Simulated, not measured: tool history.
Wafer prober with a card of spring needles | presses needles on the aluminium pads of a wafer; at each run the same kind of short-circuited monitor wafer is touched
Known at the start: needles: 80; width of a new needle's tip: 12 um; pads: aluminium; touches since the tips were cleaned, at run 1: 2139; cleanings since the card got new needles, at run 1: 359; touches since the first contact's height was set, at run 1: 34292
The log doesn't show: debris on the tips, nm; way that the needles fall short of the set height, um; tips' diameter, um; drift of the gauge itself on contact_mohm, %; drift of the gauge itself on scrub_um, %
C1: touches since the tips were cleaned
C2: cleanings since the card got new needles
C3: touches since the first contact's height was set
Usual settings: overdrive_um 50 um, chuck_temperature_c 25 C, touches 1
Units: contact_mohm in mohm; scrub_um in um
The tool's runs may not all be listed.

run 1 hour=0 | overdrive_um=50 chuck_temperature_c=25 touches=1 | C1=2139 C2=359 C3=34292 | contact_mohm=502 scrub_um=11.58
-- hour=1.8 tips cleaned on abrasive film
-- hour=8.7 tips cleaned on abrasive film
-- hour=17.3 tips cleaned on abrasive film
-- hour=26 tips cleaned on abrasive film
-- hour=34.6 tips cleaned on abrasive film
-- hour=46.6 card fitted with new needles
-- hour=53.5 tips cleaned on abrasive film
run 2 hour=57.4 | overdrive_um=50 chuck_temperature_c=25 touches=1 | C1=1423 C2=1 C3=3897 | contact_mohm=274 scrub_um=11.73
-- hour=61 tips cleaned on abrasive film
-- hour=69.6 tips cleaned on abrasive film
-- hour=78.2 tips cleaned on abrasive film
-- hour=86.8 tips cleaned on abrasive film
-- hour=95.5 tips cleaned on abrasive film
-- hour=102.4 tips cleaned on abrasive film
-- hour=111 tips cleaned on abrasive film
-- hour=119.6 tips cleaned on abrasive film
-- hour=128.2 tips cleaned on abrasive film
-- hour=135.2 tips cleaned on abrasive film
-- hour=143.8 tips cleaned on abrasive film
-- hour=150.7 tips cleaned on abrasive film
run 3 hour=152.4 | overdrive_um=50 chuck_temperature_c=25 touches=1 | C1=597 C2=13 C3=37884 | contact_mohm=231 scrub_um=11.49
-- hour=159.3 tips cleaned on abrasive film
-- hour=167.9 tips cleaned on abrasive film
-- hour=176.5 tips cleaned on abrasive film
-- hour=183.4 tips cleaned on abrasive film
-- hour=192.1 tips cleaned on abrasive film
-- hour=199 tips cleaned on abrasive film
-- hour=207.6 tips cleaned on abrasive film
-- hour=214.5 tips cleaned on abrasive film
-- hour=216.5 height of the first contact set anew
run 4 hour=219.4 | overdrive_um=50 chuck_temperature_c=25 touches=1 | C1=1672 C2=21 C3=1054 | contact_mohm=287 scrub_um=11.77
-- hour=223 tips cleaned on abrasive film
-- hour=231.6 tips cleaned on abrasive film
-- hour=240.2 tips cleaned on abrasive film
-- hour=248.8 tips cleaned on abrasive film
-- hour=257.5 tips cleaned on abrasive film
-- hour=266.1 tips cleaned on abrasive film
-- hour=273 tips cleaned on abrasive film
-- hour=281.6 tips cleaned on abrasive film
-- hour=290.3 tips cleaned on abrasive film
-- hour=298.9 tips cleaned on abrasive film
-- hour=307.5 tips cleaned on abrasive film
-- hour=314.4 tips cleaned on abrasive film
run 5 hour=316.7 | overdrive_um=50 chuck_temperature_c=32 touches=1 | C1=834 C2=33 C3=35896 | contact_mohm=263 scrub_um=11.62
-- hour=321.9 tips cleaned on abrasive film
-- hour=330.6 tips cleaned on abrasive film
-- hour=337.5 tips cleaned on abrasive film
-- hour=346.1 tips cleaned on abrasive film
-- hour=353 tips cleaned on abrasive film
-- hour=361.6 tips cleaned on abrasive film
-- hour=370.3 tips cleaned on abrasive film
-- hour=378.9 tips cleaned on abrasive film
-- hour=386 height of the first contact set anew
-- hour=387.8 tips cleaned on abrasive film
-- hour=396.4 tips cleaned on abrasive film
-- hour=405.1 tips cleaned on abrasive film
-- hour=413.1 tips cleaned on abrasive film
run 6 hour=413.1 | overdrive_um=50 chuck_temperature_c=25 touches=1 | C1=0 C2=45 C3=9679 | contact_mohm=196 scrub_um=11.68
-- hour=421.7 tips cleaned on abrasive film
-- hour=430.4 tips cleaned on abrasive film
-- hour=439 tips cleaned on abrasive film
-- hour=447.6 tips cleaned on abrasive film
-- hour=456.2 tips cleaned on abrasive film
-- hour=464.3 tips cleaned on abrasive film
run 7 hour=464.3 | overdrive_um=50 chuck_temperature_c=86 touches=1 | C1=0 C2=51 C3=28014 | contact_mohm=210 scrub_um=11.58
-- hour=471.2 tips cleaned on abrasive film
-- hour=479.8 tips cleaned on abrasive film
-- hour=486.7 tips cleaned on abrasive film
-- hour=495.3 tips cleaned on abrasive film
-- hour=504 tips cleaned on abrasive film
-- hour=512.6 tips cleaned on abrasive film
-- hour=519.5 tips cleaned on abrasive film
run 8 hour=524.6 | overdrive_um=50 chuck_temperature_c=86 touches=2 | C1=1832 C2=58 C3=49633 | contact_mohm=274 scrub_um=11.58
-- hour=528.1 tips cleaned on abrasive film
-- hour=536.7 tips cleaned on abrasive film
-- hour=543.6 tips cleaned on abrasive film
-- hour=552.2 tips cleaned on abrasive film
-- hour=556 height of the first contact set anew
-- hour=561.2 tips cleaned on abrasive film
-- hour=568.1 tips cleaned on abrasive film
-- hour=576.7 tips cleaned on abrasive film
-- hour=585.3 tips cleaned on abrasive film
-- hour=592.3 tips cleaned on abrasive film
-- hour=600.9 tips cleaned on abrasive film
-- hour=607.8 tips cleaned on abrasive film
run 9 hour=609.5 | overdrive_um=56 chuck_temperature_c=111 touches=1 | C1=611 C2=69 C3=19161 | contact_mohm=252 scrub_um=12.99
-- hour=616.4 tips cleaned on abrasive film
-- hour=625 tips cleaned on abrasive film
-- hour=633.7 tips cleaned on abrasive film
-- hour=642.3 tips cleaned on abrasive film
-- hour=650.9 tips cleaned on abrasive film
-- hour=659.5 tips cleaned on abrasive film
run 10 hour=660 | overdrive_um=56 chuck_temperature_c=52 touches=1 | C1=185 C2=75 C3=37278 | contact_mohm=214 scrub_um=12.85
-- hour=667 tips cleaned on abrasive film
-- hour=675.6 tips cleaned on abrasive film
-- hour=684.2 tips cleaned on abrasive film
-- hour=692.8 tips cleaned on abrasive film
-- hour=699.8 tips cleaned on abrasive film
-- hour=708.4 tips cleaned on abrasive film
-- hour=717 tips cleaned on abrasive film
run 11 hour=723.1 | overdrive_um=56 chuck_temperature_c=52 touches=1 | C1=2223 C2=82 C3=59906 | contact_mohm=323 scrub_um=12.89
-- hour=725 tips cleaned on abrasive film
-- hour=727 height of the first contact set anew
-- hour=733.9 tips cleaned on abrasive film
-- hour=740.8 tips cleaned on abrasive film
-- hour=749.4 tips cleaned on abrasive film
-- hour=758 tips cleaned on abrasive film
-- hour=765 tips cleaned on abrasive film
-- hour=773.6 tips cleaned on abrasive film
-- hour=782.2 tips cleaned on abrasive film
-- hour=790.8 tips cleaned on abrasive film
-- hour=799.5 tips cleaned on abrasive film
run 12 hour=804 | overdrive_um=56 chuck_temperature_c=52 touches=1 | C1=1639 C2=92 C3=27608 | contact_mohm=290 scrub_um=13.07
-- hour=807.5 tips cleaned on abrasive film
-- hour=816.1 tips cleaned on abrasive film
-- hour=824.7 tips cleaned on abrasive film
-- hour=833.4 tips cleaned on abrasive film
-- hour=842 tips cleaned on abrasive film
-- hour=850.6 tips cleaned on abrasive film
-- hour=857.5 tips cleaned on abrasive film
-- hour=866.2 tips cleaned on abrasive film
-- hour=874.8 tips cleaned on abrasive film
-- hour=883.4 tips cleaned on abrasive film
run 13 hour=884.1 | overdrive_um=56 chuck_temperature_c=52 touches=1 | C1=260 C2=102 C3=56310 | contact_mohm=233 scrub_um=12.86
-- hour=891 tips cleaned on abrasive film
-- hour=896.5 height of the first contact set anew
-- hour=898.3 tips cleaned on abrasive film
-- hour=906.9 tips cleaned on abrasive film
-- hour=915.5 tips cleaned on abrasive film
-- hour=922.4 tips cleaned on abrasive film
run 14 hour=926.1 | overdrive_um=34 chuck_temperature_c=93 touches=1 | C1=1333 C2=107 C3=10608 | contact_mohm=416 scrub_um=7.9
-- hour=929.6 tips cleaned on abrasive film
-- hour=938.2 tips cleaned on abrasive film
-- hour=946.9 tips cleaned on abrasive film
-- hour=955.5 tips cleaned on abrasive film
-- hour=964.1 tips cleaned on abrasive film
-- hour=972.7 tips cleaned on abrasive film
-- hour=981.4 tips cleaned on abrasive film
-- hour=990 tips cleaned on abrasive film
-- hour=998.6 tips cleaned on abrasive film
-- hour=1007.2 tips cleaned on abrasive film
run 15 hour=1013.4 | overdrive_um=34 chuck_temperature_c=93 touches=2 | C1=2232 C2=117 C3=41899 | contact_mohm=423 scrub_um=7.78
-- hour=1015.2 tips cleaned on abrasive film
-- hour=1022.1 tips cleaned on abrasive film
-- hour=1030.7 tips cleaned on abrasive film
-- hour=1037.7 tips cleaned on abrasive film
-- hour=1046.3 tips cleaned on abrasive film
-- hour=1053.2 tips cleaned on abrasive film
-- hour=1060.1 tips cleaned on abrasive film
-- hour=1067.2 height of the first contact set anew
-- hour=1069.1 tips cleaned on abrasive film
-- hour=1076 tips cleaned on abrasive film
-- hour=1084.6 tips cleaned on abrasive film
-- hour=1093.2 tips cleaned on abrasive film
-- hour=1101.8 tips cleaned on abrasive film
-- hour=1110.5 tips cleaned on abrasive film
run 16 hour=1111 | overdrive_um=34 chuck_temperature_c=93 touches=2 | C1=186 C2=130 C3=15645 | contact_mohm=254 scrub_um=7.91

The same runs without the tool's hidden state, with the same run-to-run variation:
run=1 contact_mohm=187 scrub_um=11.79
run=2 contact_mohm=185 scrub_um=11.75
run=3 contact_mohm=184 scrub_um=11.74
run=4 contact_mohm=185 scrub_um=11.77
run=5 contact_mohm=188 scrub_um=11.82
run=6 contact_mohm=184 scrub_um=11.75
run=7 contact_mohm=199 scrub_um=11.75
run=8 contact_mohm=200 scrub_um=11.87
run=9 contact_mohm=204 scrub_um=13.13
run=10 contact_mohm=192 scrub_um=13.09
run=11 contact_mohm=192 scrub_um=13.24
run=12 contact_mohm=188 scrub_um=13.19
run=13 contact_mohm=190 scrub_um=13.16
run=14 contact_mohm=208 scrub_um=7.97
run=15 contact_mohm=210 scrub_um=8.03
run=16 contact_mohm=207 scrub_um=8.01

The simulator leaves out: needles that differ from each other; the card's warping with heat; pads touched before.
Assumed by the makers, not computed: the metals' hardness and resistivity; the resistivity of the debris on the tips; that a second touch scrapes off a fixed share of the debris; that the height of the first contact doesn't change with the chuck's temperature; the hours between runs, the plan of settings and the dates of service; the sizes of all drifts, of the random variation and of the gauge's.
